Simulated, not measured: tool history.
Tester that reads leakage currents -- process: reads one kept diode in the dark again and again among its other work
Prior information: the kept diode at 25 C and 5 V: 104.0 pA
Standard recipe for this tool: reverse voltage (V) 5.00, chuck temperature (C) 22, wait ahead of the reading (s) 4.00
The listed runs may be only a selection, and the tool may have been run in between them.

| run | hour | reverse voltage (V) | chuck temperature (C) | wait ahead of the reading (s) | current that the tester gives (pA) |
|---|---|---|---|---|---|
| 1 | 0.0 | 5.00 | 22 | 4.00 | 78.75 |
| 2 | 184.0 | 5.00 | 41 | 4.00 | 444.11 |
| 3 | 432.4 | 5.00 | 41 | 4.00 | 441.21 |
| 4 | 658.2 | 5.00 | 41 | 4.00 | 438.86 |
| 5 | 876.9 | 5.00 | 30 | 4.00 | 166.80 |
| 6 | 1110.5 | 5.00 | 30 | 4.00 | 164.75 |
| 7 | 1376.2 | 5.00 | 30 | 4.00 | 166.06 |
| 8 | 1592.7 | 5.00 | 22 | 4.00 | 78.77 |
| 9 | 1823.8 | 5.00 | 22 | 4.00 | 78.49 |
|  | 1902.9 | probe card cleaned and baked |
| 10 | 2044.0 | 18.78 | 20 | 0.32 | 112.92 |
| 11 | 2244.4 | 18.78 | 20 | 0.32 | 113.24 |
| 12 | 2442.3 | 3.50 | 24 | 9.33 | 84.39 |
|  | 2468.7 | probe card cleaned and baked, once more |
| 13 | 2579.7 | 13.04 | 39 | 1.39 | 491.08 |
| 14 | 2833.0 | 5.00 | 36 | 0.46 | 279.15 |
| 15 | 2988.8 | 5.00 | 22 | 0.55 | 75.89 |
| 16 | 3125.1 | 5.00 | 22 | 0.55 | 75.61 |
| 17 | 3398.2 | 5.00 | 22 | 0.55 | 75.61 |

What if the next run were any one of these 3? Each begins from the tool's condition after run 17:
| A | 3553.3 | 13.06 | 22 | 0.31 | ? |
| B | 3553.3 | 5.00 | 33 | 4.83 | ? |
| C | 3553.3 | 6.88 | 23 | 0.55 | ? |

| run | current that the tester gives (pA) |
|---|---|
| A | 104.76 |
| B | 210.14 |
| C | 92.45 |
What these runs would have given with no unlogged condition in the tool:
| run | current that the tester gives (pA) |
|---|---|
| A | 107.63 |
| B | 219.03 |
| C | 95.84 |
